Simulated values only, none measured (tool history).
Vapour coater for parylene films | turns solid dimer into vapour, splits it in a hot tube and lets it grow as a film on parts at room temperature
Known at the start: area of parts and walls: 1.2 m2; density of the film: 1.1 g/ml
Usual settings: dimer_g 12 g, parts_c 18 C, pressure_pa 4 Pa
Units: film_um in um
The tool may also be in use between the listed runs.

run	day	dimer_g	parts_c	pressure_pa	film_um
1	0	12	18	4	5.09
2	0.912	12	18	4	5.14
3	1.821	12	18	4	5.07
4	2.221	12	18	4	5.04
5	2.9	12	18	4	5.1
6	3.608	12	18	4	5.06
7	4.262	12	18	4	5.02
8	4.692	12	18	4	4.99
9	5.262	12	18	4	5
# day 5.388: table's thermometer calibrated
# day 6.025: trap's valve overhauled
10	6.362	12	18	4	5.47
11	7.083	12	18	2.11	5.71
12	7.617	12	18	4	5.44
13	8.079	12	18	4	5.45
14	8.588	12	18	4	5.41
15	9.483	12	24	4.51	4.67

The next listed run, before its measurement:
16	10.112	12	24	4.51	?

Run 16 gave film_um 4.66 um.
Without the tool's hidden state the same run would have given film_um 4.76 um.
